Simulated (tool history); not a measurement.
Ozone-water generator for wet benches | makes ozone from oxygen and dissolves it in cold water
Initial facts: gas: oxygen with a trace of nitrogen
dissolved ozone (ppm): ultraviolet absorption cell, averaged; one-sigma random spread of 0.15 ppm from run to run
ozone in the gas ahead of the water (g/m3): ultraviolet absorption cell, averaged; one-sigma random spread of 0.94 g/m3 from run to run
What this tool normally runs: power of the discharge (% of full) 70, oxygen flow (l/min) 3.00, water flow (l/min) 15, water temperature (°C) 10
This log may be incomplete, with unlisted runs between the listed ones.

run,day,power of the discharge (% of full),oxygen flow (l/min),water flow (l/min),water temperature (°C),dissolved ozone (ppm),ozone in the gas ahead of the water (g/m3)
1,0.000,70,3.00,15,10,17.2,156.3
2,2.250,70,3.00,15,10,17.3,155.0
3,5.442,70,3.00,15,10,17.2,156.8
4,8.167,70,3.00,15,10,17.2,155.0
5,11.417,70,3.00,15,10,16.9,153.8
6,14.512,70,3.00,15,10,17.1,155.7
7,16.567,70,3.00,15,10,16.9,154.4
8,18.650,70,1.63,15,10,14.3,201.8
9,20.925,76,3.00,15,10,17.7,163.7
10,23.467,70,3.00,15,10,17.0,155.2
11,26.117,70,2.42,15,10,16.1,169.5
12,29.562,70,1.99,15,10,15.0,186.4
13,31.592,81,3.00,15,10,18.4,167.0
14,34.212,81,3.00,15,10,18.6,170.1
15,35.871,81,3.00,15,10,18.4,168.6
16,38.150,81,3.00,15,10,18.4,168.5
17,41.342,56,3.00,15,10,14.3,133.5
18,44.679,80,2.73,15,10,17.7,174.7
19,46.633,42,3.99,15,10,13.0,97.2
20,49.458,94,1.96,19,12,13.7,220.2
21,51.529,94,5.05,19,12,17.1,144.0
22,53.162,94,5.05,19,12,17.5,146.6
23,56.588,94,1.65,19,15,12.3,240.1
# day 56.900: contactor cleaned
24,60.038,94,1.65,19,15,12.3,235.7
25,62.058,94,2.75,15,12,18.0,190.5
26,64.000,94,2.75,15,12,18.3,188.2
27,67.267,94,2.75,15,12,18.1,188.1
# day 67.642: contactor cleaned, once more
28,69.592,44,1.97,14,10,12.5,135.6
29,72.350,44,1.97,16,11,10.9,136.6

What will run 30 give?
30,75.017,44,1.97,16,11,?,?

Run 30 measured dissolved ozone (ppm) 10.7, ozone in the gas ahead of the water (g/m3) 136.3.
If the tool had no hidden condition, the same run with the same run-to-run variation would have returned dissolved ozone (ppm) 11.2, ozone in the gas ahead of the water (g/m3) 141.8.
